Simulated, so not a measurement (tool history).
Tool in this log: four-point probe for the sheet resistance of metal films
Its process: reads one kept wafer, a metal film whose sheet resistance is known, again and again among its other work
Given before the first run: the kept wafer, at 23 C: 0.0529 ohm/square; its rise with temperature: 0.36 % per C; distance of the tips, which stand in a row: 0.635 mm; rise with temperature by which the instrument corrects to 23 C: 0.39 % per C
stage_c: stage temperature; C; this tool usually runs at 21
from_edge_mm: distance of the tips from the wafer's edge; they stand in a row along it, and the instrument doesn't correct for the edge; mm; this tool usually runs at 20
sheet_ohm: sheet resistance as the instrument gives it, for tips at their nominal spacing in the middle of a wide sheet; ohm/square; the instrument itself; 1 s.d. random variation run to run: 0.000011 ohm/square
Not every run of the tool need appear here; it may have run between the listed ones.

| run | hour | stage_c | from_edge_mm | sheet_ohm |
|---|---|---|---|---|
| 1 | 0.0 | 21 | 20 | 0.052958 |
| 2 | 61.3 | 21 | 20 | 0.052961 |
| 3 | 87.5 | 21 | 20 | 0.052958 |
| 4 | 115.9 | 21 | 20 | 0.052969 |
| 5 | 144.3 | 21 | 20 | 0.052962 |
| 6 | 196.5 | 21 | 20 | 0.052975 |
| 7 | 236.5 | 21 | 10 | 0.053049 |
| 8 | 290.8 | 21 | 22 | 0.052945 |
| 9 | 348.8 | 21 | 6 | 0.053250 |
| 10 | 411.3 | 21 | 6 | 0.053263 |
| 11 | 440.1 | 21 | 6 | 0.053233 |
| 12 | 466.4 | 21 | 20 | 0.052960 |
| 13 | 529.2 | 25 | 20 | 0.052903 |
| 14 | 589.5 | 21 | 20 | 0.052948 |
| 15 | 652.4 | 21 | 20 | 0.052968 |
| 16 | 695.9 | 21 | 20 | 0.052969 |
| 17 | 726.1 | 26 | 20 | 0.052866 |
| 18 | 768.2 | 26 | 20 | 0.052872 |
| 19 | 814.4 | 26 | 20 | 0.052866 |
| 20 | 845.5 | 21 | 42 | 0.052933 |
| 21 | 887.6 | 21 | 5 | 0.053386 |
| 22 | 929.2 | 21 | 5 | 0.053403 |
| 23 | 967.3 | 21 | 5 | 0.053391 |
| 24 | 994.5 | 22 | 39 | 0.052922 |
| 25 | 1053.8 | 27 | 9 | 0.052991 |
| 26 | 1113.1 | 20 | 6 | 0.053250 |
| 27 | 1153.3 | 20 | 6 | 0.053252 |
| 28 | 1180.5 | 29 | 20 | 0.052854 |
| 29 | 1214.3 | 19 | 19 | 0.052995 |
| 30 | 1274.4 | 34 | 35 | 0.052765 |
| 31 | 1309.3 | 31 | 7 | 0.053004 |
| 32 | 1342.9 | 31 | 7 | 0.053036 |
| 33 | 1371.3 | 19 | 25 | 0.052967 |
| 34 | 1417.8 | 19 | 25 | 0.052974 |
| 35 | 1480.4 | 28 | 5 | 0.053271 |
| 36 | 1543.4 | 29 | 72 | 0.052790 |
| 37 | 1589.3 | 29 | 72 | 0.052805 |
| 38 | 1632.0 | 21 | 5 | 0.053397 |
| 39 | 1685.3 | 21 | 5 | 0.053392 |
| 40 | 1737.0 | 21 | 5 | 0.053373 |
| 41 | 1799.9 | 27 | 38 | 0.052857 |
| 42 | 1841.7 | 26 | 20 | 0.052874 |
| 43 | 1891.8 | 20 | 4 | 0.053640 |
| 44 | 1947.5 | 32 | 20 | 0.052801 |
| 45 | 1973.7 | 20 | 59 | 0.052942 |
| 46 | 2024.2 | 27 | 4 | 0.053547 |

Between the runs listed above, the log contained 1 entry, not reproduced here. Where in the sequence does each belong, and how does what the log doesn't record of the tool's condition differ from the listed run before to the listed run after?
Runs 39 to 40: stage's thermometer calibrated (hour 1714.2)
  wafer's true temperature over the reading, C: -0.01 -> 0
